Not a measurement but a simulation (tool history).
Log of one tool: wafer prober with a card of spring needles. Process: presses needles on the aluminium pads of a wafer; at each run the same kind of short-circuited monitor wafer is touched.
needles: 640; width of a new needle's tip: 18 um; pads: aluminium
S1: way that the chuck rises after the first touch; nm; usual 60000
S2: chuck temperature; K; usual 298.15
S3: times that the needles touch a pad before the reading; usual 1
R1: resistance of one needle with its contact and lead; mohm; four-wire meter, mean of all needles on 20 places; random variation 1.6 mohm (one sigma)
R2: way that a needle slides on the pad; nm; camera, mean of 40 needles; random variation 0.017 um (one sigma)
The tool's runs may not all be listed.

{"run": 1, "hour": 0.0, "S1": 60000, "S2": 298.15, "S3": 1, "R1": 270, "R2": 11990}
{"hour": 2.9, "done": "tips cleaned on abrasive film"}
{"hour": 16.3, "done": "height of the first contact set anew"}
{"hour": 18.6, "done": "tips cleaned on abrasive film"}
{"run": 2, "hour": 32.5, "S1": 60000, "S2": 298.15, "S3": 1, "R1": 278, "R2": 11890}
{"hour": 34.6, "done": "tips cleaned on abrasive film"}
{"hour": 52.4, "done": "tips cleaned on abrasive film"}
{"hour": 70.5, "done": "tips cleaned on abrasive film"}
{"run": 3, "hour": 70.5, "S1": 60000, "S2": 298.15, "S3": 1, "R1": 162, "R2": 11870}
{"hour": 87.3, "done": "tips cleaned on abrasive film"}
{"hour": 103.8, "done": "tips cleaned on abrasive film"}
{"run": 4, "hour": 103.8, "S1": 60000, "S2": 298.15, "S3": 1, "R1": 158, "R2": 11800}
{"hour": 119.8, "done": "tips cleaned on abrasive film"}
{"run": 5, "hour": 127.7, "S1": 60000, "S2": 298.15, "S3": 1, "R1": 259, "R2": 11810}
{"hour": 135.3, "done": "tips cleaned on abrasive film"}
{"hour": 153.5, "done": "tips cleaned on abrasive film"}
{"run": 6, "hour": 159.2, "S1": 60000, "S2": 298.15, "S3": 2, "R1": 203, "R2": 11750}
{"hour": 171.2, "done": "tips cleaned on abrasive film"}
{"hour": 186.5, "done": "tips cleaned on abrasive film"}
{"run": 7, "hour": 200.3, "S1": 60000, "S2": 298.15, "S3": 2, "R1": 230, "R2": 11720}
{"hour": 203.4, "done": "tips cleaned on abrasive film"}
{"hour": 218.3, "done": "height of the first contact set anew"}
{"hour": 220.7, "done": "tips cleaned on abrasive film"}
{"hour": 230.4, "done": "height of the first contact set anew, once more"}
{"run": 8, "hour": 234.4, "S1": 60000, "S2": 298.15, "S3": 2, "R1": 226, "R2": 12130}
{"hour": 238.2, "done": "tips cleaned on abrasive film"}
{"hour": 253.6, "done": "tips cleaned on abrasive film"}
{"hour": 269.7, "done": "tips cleaned on abrasive film"}
{"run": 9, "hour": 269.7, "S1": 60000, "S2": 298.15, "S3": 1, "R1": 165, "R2": 12160}
{"hour": 286.5, "done": "tips cleaned on abrasive film"}
{"run": 10, "hour": 290.5, "S1": 60000, "S2": 298.15, "S3": 1, "R1": 215, "R2": 12100}
{"hour": 302.3, "done": "tips cleaned on abrasive film"}
{"run": 11, "hour": 310.9, "S1": 55000, "S2": 353.15, "S3": 2, "R1": 231, "R2": 11050}
{"hour": 317.7, "done": "tips cleaned on abrasive film"}
{"hour": 333.7, "done": "tips cleaned on abrasive film"}
{"run": 12, "hour": 333.7, "S1": 50000, "S2": 380.15, "S3": 3, "R1": 173, "R2": 10000}
{"hour": 352.0, "done": "tips cleaned on abrasive film"}
{"run": 13, "hour": 358.7, "S1": 70000, "S2": 304.15, "S3": 2, "R1": 198, "R2": 14040}
{"hour": 369.1, "done": "tips cleaned on abrasive film"}
{"hour": 384.5, "done": "tips cleaned on abrasive film"}
{"hour": 400.5, "done": "tips cleaned on abrasive film"}
{"run": 14, "hour": 400.5, "S1": 47000, "S2": 353.15, "S3": 2, "R1": 170, "R2": 9310}
{"hour": 416.6, "done": "tips cleaned on abrasive film"}
{"run": 15, "hour": 424.7, "S1": 41000, "S2": 370.15, "S3": 1, "R1": 371, "R2": 8070}
{"hour": 434.6, "done": "tips cleaned on abrasive film"}
{"hour": 434.9, "done": "height of the first contact set anew"}
{"hour": 451.6, "done": "tips cleaned on abrasive film"}
{"hour": 469.2, "done": "tips cleaned on abrasive film"}
{"run": 16, "hour": 473.0, "S1": 46000, "S2": 347.15, "S3": 1, "R1": 273, "R2": 9310}
{"hour": 487.7, "done": "tips cleaned on abrasive film"}
{"hour": 503.7, "done": "tips cleaned on abrasive film"}
{"run": 17, "hour": 510.7, "S1": 45000, "S2": 347.15, "S3": 1, "R1": 313, "R2": 9080}
{"hour": 519.8, "done": "tips cleaned on abrasive film"}
{"run": 18, "hour": 531.7, "S1": 65000, "S2": 298.15, "S3": 2, "R1": 219, "R2": 13090}
{"hour": 538.5, "done": "tips cleaned on abrasive film"}
{"hour": 555.6, "done": "tips cleaned on abrasive film"}
{"run": 19, "hour": 563.1, "S1": 52000, "S2": 380.15, "S3": 2, "R1": 240, "R2": 10420}

Forecast each of these 4 alternatives for the next run:
{"hour": 573.0, "done": "tips cleaned on abrasive film"}
{"hour": 589.3, "done": "tips cleaned on abrasive film"}
{"run": "A", "hour": 592.8, "S1": 68000, "S2": 308.15, "S3": 2, "R1": "?", "R2": "?"}
{"hour": 573.0, "done": "tips cleaned on abrasive film"}
{"hour": 589.3, "done": "tips cleaned on abrasive film"}
{"run": "B", "hour": 592.8, "S1": 47000, "S2": 388.15, "S3": 2, "R1": "?", "R2": "?"}
{"hour": 573.0, "done": "tips cleaned on abrasive film"}
{"hour": 589.3, "done": "tips cleaned on abrasive film"}
{"run": "C", "hour": 592.8, "S1": 44000, "S2": 359.15, "S3": 1, "R1": "?", "R2": "?"}
{"hour": 573.0, "done": "tips cleaned on abrasive film"}
{"hour": 589.3, "done": "tips cleaned on abrasive film"}
{"run": "D", "hour": 592.8, "S1": 42000, "S2": 321.15, "S3": 2, "R1": "?", "R2": "?"}

run=A R1=186 R2=13590
run=B R1=230 R2=9370
run=C R1=286 R2=8770
run=D R1=246 R2=8350
Without the tool's hidden state the same runs would have given:
run=A R1=149 R2=13770
run=B R1=167 R2=9550
run=C R1=164 R2=8950
run=D R1=160 R2=8520

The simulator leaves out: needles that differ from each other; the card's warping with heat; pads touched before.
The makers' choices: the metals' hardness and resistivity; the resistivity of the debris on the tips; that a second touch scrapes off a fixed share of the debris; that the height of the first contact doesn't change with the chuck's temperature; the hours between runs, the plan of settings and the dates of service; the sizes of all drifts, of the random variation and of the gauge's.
